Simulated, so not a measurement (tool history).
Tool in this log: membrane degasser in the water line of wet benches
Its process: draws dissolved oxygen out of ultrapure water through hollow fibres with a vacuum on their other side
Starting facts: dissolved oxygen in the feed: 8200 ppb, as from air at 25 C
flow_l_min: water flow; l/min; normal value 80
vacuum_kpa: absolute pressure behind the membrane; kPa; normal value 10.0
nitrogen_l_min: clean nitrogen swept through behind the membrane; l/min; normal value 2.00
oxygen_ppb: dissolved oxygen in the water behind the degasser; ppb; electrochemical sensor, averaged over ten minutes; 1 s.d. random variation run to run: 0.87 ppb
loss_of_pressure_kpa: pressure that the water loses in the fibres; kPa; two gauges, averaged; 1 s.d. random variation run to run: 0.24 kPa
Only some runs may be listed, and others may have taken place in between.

| run | hour | flow_l_min | vacuum_kpa | nitrogen_l_min | oxygen_ppb | loss_of_pressure_kpa |
|---|---|---|---|---|---|---|
| 1 | 0.0 | 80 | 10.0 | 2.00 | 525.7 | 62.25 |
| 2 | 22.8 | 80 | 10.0 | 2.00 | 524.6 | 62.87 |
| 3 | 46.3 | 80 | 10.0 | 2.00 | 526.4 | 62.16 |
| 4 | 84.5 | 80 | 10.0 | 2.00 | 526.0 | 62.27 |
| 5 | 119.0 | 80 | 18.0 | 2.00 | 1067.1 | 62.15 |
| 6 | 141.6 | 80 | 18.0 | 2.00 | 1066.1 | 62.29 |
| 7 | 181.5 | 80 | 10.0 | 2.00 | 524.8 | 61.93 |
| 8 | 220.2 | 80 | 10.0 | 2.00 | 525.6 | 61.70 |
| 9 | 251.0 | 80 | 10.0 | 2.00 | 526.1 | 61.40 |
| 10 | 283.7 | 80 | 10.0 | 2.00 | 526.3 | 61.76 |
| 11 | 325.9 | 80 | 10.0 | 2.00 | 525.5 | 61.29 |
| 12 | 352.7 | 80 | 8.5 | 3.98 | 240.4 | 61.66 |
| 13 | 378.0 | 80 | 8.5 | 3.98 | 240.3 | 61.56 |
| 14 | 411.1 | 80 | 10.0 | 3.65 | 325.9 | 61.46 |
| 15 | 445.1 | 73 | 15.0 | 1.60 | 957.1 | 55.99 |
| 16 | 471.8 | 97 | 10.1 | 4.18 | 357.8 | 74.42 |
| 17 | 498.5 | 76 | 10.0 | 2.00 | 504.2 | 58.50 |
| 18 | 546.4 | 68 | 10.0 | 0.96 | 784.1 | 52.04 |
| 19 | 586.7 | 68 | 10.0 | 1.54 | 563.2 | 52.26 |
| 20 | 615.2 | 68 | 10.0 | 1.54 | 560.1 | 51.72 |
| 21 | 658.7 | 50 | 12.0 | 3.17 | 307.5 | 38.11 |
| 22 | 703.6 | 54 | 12.0 | 3.17 | 328.2 | 41.34 |

What if the next run were any one of these 4? Each begins from the tool's condition after run 22:
| A | 731.2 | 75 | 13.6 | 2.00 | ? | ? |
| B | 731.2 | 74 | 10.0 | 2.00 | ? | ? |
| C | 731.2 | 70 | 8.6 | 1.04 | ? | ? |
| D | 731.2 | 88 | 6.4 | 1.11 | ? | ? |

| run | oxygen_ppb | loss_of_pressure_kpa |
|---|---|---|
| A | 739.6 | 56.92 |
| B | 492.9 | 56.36 |
| C | 610.2 | 53.36 |
| D | 422.7 | 66.42 |
With the hidden condition removed and each run's random variation left untouched, the same runs would have given:
| run | oxygen_ppb | loss_of_pressure_kpa |
|---|---|---|
| A | 739.5 | 58.31 |
| B | 492.8 | 57.74 |
| C | 610.1 | 54.67 |
| D | 422.6 | 68.04 |
